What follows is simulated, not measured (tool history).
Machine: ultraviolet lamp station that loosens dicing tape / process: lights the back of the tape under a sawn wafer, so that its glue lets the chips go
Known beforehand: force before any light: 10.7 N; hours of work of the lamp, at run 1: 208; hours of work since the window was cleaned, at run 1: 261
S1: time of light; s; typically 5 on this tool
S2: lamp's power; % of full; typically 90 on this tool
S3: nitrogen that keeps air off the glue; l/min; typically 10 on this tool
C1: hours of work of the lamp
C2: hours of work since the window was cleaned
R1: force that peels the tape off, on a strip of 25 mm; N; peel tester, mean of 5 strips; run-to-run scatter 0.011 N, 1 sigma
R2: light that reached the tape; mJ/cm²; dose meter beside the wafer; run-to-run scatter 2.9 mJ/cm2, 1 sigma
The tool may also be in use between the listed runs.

run 1 hour=0 | S1=5 S2=90 S3=10 | C1=208 C2=261 | R1=0.657 R2=360
run 2 hour=29.1 | S1=5 S2=90 S3=10 | C1=220 C2=273 | R1=0.644 R2=356
run 3 hour=45 | S1=5 S2=90 S3=10 | C1=226 C2=280 | R1=0.657 R2=356
run 4 hour=68.6 | S1=5 S2=90 S3=10 | C1=236 C2=289 | R1=0.689 R2=352
run 5 hour=83.1 | S1=5 S2=90 S3=10 | C1=242 C2=295 | R1=0.681 R2=349
run 6 hour=111.5 | S1=5 S2=90 S3=10 | C1=253 C2=306 | R1=0.693 R2=349
run 7 hour=133 | S1=5 S2=90 S3=10 | C1=262 C2=315 | R1=0.698 R2=348
run 8 hour=159 | S1=5 S2=90 S3=4 | C1=272 C2=326 | R1=1.525 R2=341
run 9 hour=173.8 | S1=5 S2=90 S3=4 | C1=278 C2=332 | R1=1.536 R2=339
run 10 hour=194.6 | S1=5 S2=90 S3=4 | C1=287 C2=340 | R1=1.527 R2=337
run 11 hour=226.4 | S1=5 S2=90 S3=4 | C1=299 C2=353 | R1=1.588 R2=339
run 12 hour=246.3 | S1=5 S2=97 S3=10 | C1=307 C2=361 | R1=0.667 R2=363
run 13 hour=279.1 | S1=5 S2=97 S3=10 | C1=321 C2=374 | R1=0.664 R2=355
run 14 hour=293 | S1=5 S2=81 S3=10 | C1=326 C2=380 | R1=0.917 R2=298
run 15 hour=311.6 | S1=2 S2=90 S3=10 | C1=334 C2=387 | R1=3.555 R2=133
run 16 hour=341.1 | S1=5 S2=65 S3=10 | C1=346 C2=399 | R1=1.525 R2=234
run 17 hour=366.6 | S1=5 S2=65 S3=10 | C1=356 C2=410 | R1=1.525 R2=231
-- hour=370.1 window cleaned of glue's vapour
run 18 hour=396.4 | S1=9 S2=65 S3=10 | C1=368 C2=11 | R1=0.565 R2=383
run 19 hour=420.5 | S1=9 S2=65 S3=10 | C1=378 C2=20 | R1=0.596 R2=380
run 20 hour=448.6 | S1=5 S2=90 S3=10 | C1=389 C2=32 | R1=0.989 R2=288
-- hour=478.9 window cleaned of glue's vapour, once more
run 21 hour=478.9 | S1=5 S2=90 S3=3 | C1=401 C2=0 | R1=1.66 R2=366
run 22 hour=506.7 | S1=5 S2=81 S3=7 | C1=412 C2=11 | R1=1.08 R2=322
run 23 hour=524.9 | S1=5 S2=92 S3=10 | C1=420 C2=19 | R1=0.599 R2=373
run 24 hour=555.7 | S1=9 S2=70 S3=10 | C1=432 C2=31 | R1=0.359 R2=501
run 25 hour=586.7 | S1=9 S2=70 S3=10 | C1=445 C2=44 | R1=0.35 R2=498
run 26 hour=601.9 | S1=7 S2=67 S3=3 | C1=451 C2=50 | R1=1.64 R2=370
run 27 hour=617.9 | S1=7 S2=67 S3=3 | C1=457 C2=56 | R1=1.686 R2=366
run 28 hour=637.9 | S1=2 S2=90 S3=5 | C1=465 C2=64 | R1=4.271 R2=139
run 29 hour=660.4 | S1=6 S2=74 S3=20 | C1=474 C2=73 | R1=0.435 R2=347
run 30 hour=675.9 | S1=4 S2=98 S3=4 | C1=481 C2=80 | R1=1.857 R2=304
run 31 hour=702.8 | S1=4 S2=87 S3=4 | C1=492 C2=91 | R1=2.355 R2=268
run 32 hour=717.6 | S1=3 S2=63 S3=15 | C1=498 C2=97 | R1=2.548 R2=146
run 33 hour=750.7 | S1=3 S2=63 S3=15 | C1=511 C2=110 | R1=2.612 R2=144
run 34 hour=769.4 | S1=3 S2=63 S3=15 | C1=519 C2=117 | R1=2.664 R2=141
run 35 hour=799.7 | S1=3 S2=63 S3=15 | C1=531 C2=130 | R1=2.618 R2=146
run 36 hour=829.8 | S1=4 S2=75 S3=5 | C1=543 C2=142 | R1=2.567 R2=221
run 37 hour=851 | S1=5 S2=90 S3=12 | C1=552 C2=150 | R1=0.665 R2=332
run 38 hour=880.4 | S1=5 S2=75 S3=10 | C1=563 C2=162 | R1=1.088 R2=274
run 39 hour=895.5 | S1=5 S2=61 S3=10 | C1=570 C2=168 | R1=1.633 R2=216
run 40 hour=927.7 | S1=4 S2=93 S3=6 | C1=583 C2=181 | R1=1.721 R2=264
run 41 hour=947 | S1=5 S2=90 S3=11 | C1=590 C2=189 | R1=0.769 R2=320
run 42 hour=971 | S1=5 S2=90 S3=11 | C1=600 C2=199 | R1=0.781 R2=316

Selected run-to-run steps in R1, each split into two signed amounts: the part the tool would show with no hidden state at all (from settings, incoming material and random variation), and the remainder, which goes to the hidden state together with any gauge scatter not common to the measured and the hidden-state-free results:
The hidden state here: lamp's light, % of a new lamp's; light that the window lets through, % of a clean one's; drift of the gauge itself on peel_n, %; drift of the gauge itself on dose_mj_cm2, %.
Run 14 -> 15: S1 5 -> 2, S2 81 -> 90. R1 +2.638 N: hidden state +0.589, all else +2.049.
Run 27 -> 28: S1 7 -> 2, S2 67 -> 90, S3 3 -> 5. R1 +2.585 N: hidden state +0.241, all else +2.344.
Run 28 -> 29: S1 2 -> 6, S2 90 -> 74, S3 5 -> 20. R1 -3.836 N: hidden state -0.593, all else -3.243.
Run 36 -> 37: S1 4 -> 5, S2 75 -> 90, S3 5 -> 12. R1 -1.902 N: hidden state -0.523, all else -1.379.

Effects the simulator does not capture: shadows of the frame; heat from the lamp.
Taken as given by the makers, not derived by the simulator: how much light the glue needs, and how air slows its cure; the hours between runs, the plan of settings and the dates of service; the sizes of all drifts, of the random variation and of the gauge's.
